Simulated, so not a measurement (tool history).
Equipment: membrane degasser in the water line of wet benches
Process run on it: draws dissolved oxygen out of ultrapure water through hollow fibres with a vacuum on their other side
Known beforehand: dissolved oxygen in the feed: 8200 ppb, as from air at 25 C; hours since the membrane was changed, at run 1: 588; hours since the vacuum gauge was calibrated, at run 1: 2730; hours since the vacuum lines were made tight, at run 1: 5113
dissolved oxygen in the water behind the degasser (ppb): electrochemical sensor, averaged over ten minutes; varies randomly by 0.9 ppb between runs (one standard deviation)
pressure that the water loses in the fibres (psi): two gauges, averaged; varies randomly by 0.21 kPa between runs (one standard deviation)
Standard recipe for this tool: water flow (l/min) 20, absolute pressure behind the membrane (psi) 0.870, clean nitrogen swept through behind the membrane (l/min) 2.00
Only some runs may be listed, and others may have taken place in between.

run,hour,water flow (l/min),absolute pressure behind the membrane (psi),clean nitrogen swept through behind the membrane (l/min),hours since the membrane was changed,hours since the vacuum gauge was calibrated,hours since the vacuum lines were made tight,dissolved oxygen in the water behind the degasser (ppb),pressure that the water loses in the fibres (psi)
1,0.0,20,0.870,2.00,588,2730,5113,90.4,6.992
2,171.3,20,0.870,2.00,759,2901,5285,88.8,7.011
3,415.3,20,0.960,2.00,1003,3146,5529,103.2,7.008
4,648.7,20,0.870,2.00,1237,3379,5762,90.1,6.989
5,789.2,20,0.870,2.00,1377,3519,5903,89.6,7.029
# hour 892.2: vacuum gauge calibrated
6,1088.6,20,0.870,2.00,1676,196,6202,92.8,7.024
7,1244.5,20,0.870,2.00,1832,352,6357,92.0,7.033
8,1428.5,20,0.870,2.00,2016,536,6541,92.3,7.029
9,1593.8,14,0.870,2.72,2181,702,6707,42.7,4.947
# hour 1878.6: vacuum gauge calibrated, once more
10,1892.4,16,0.776,1.98,2479,14,7005,49.3,5.670
11,2136.4,20,1.207,2.00,2723,258,7249,140.5,7.091
12,2298.4,20,1.207,2.00,2885,420,7411,143.9,7.052

Run 13 comes next. What will it give?
13,2540.0,20,1.887,2.70,3127,661,7652,?,?

dissolved oxygen in the water behind the degasser (ppb): 198.1
pressure that the water loses in the fibres (psi): 7.104
The same run, on a tool lacking any hidden state, would have yielded dissolved oxygen in the water behind the degasser (ppb) 190.2, pressure that the water loses in the fibres (psi) 6.988.

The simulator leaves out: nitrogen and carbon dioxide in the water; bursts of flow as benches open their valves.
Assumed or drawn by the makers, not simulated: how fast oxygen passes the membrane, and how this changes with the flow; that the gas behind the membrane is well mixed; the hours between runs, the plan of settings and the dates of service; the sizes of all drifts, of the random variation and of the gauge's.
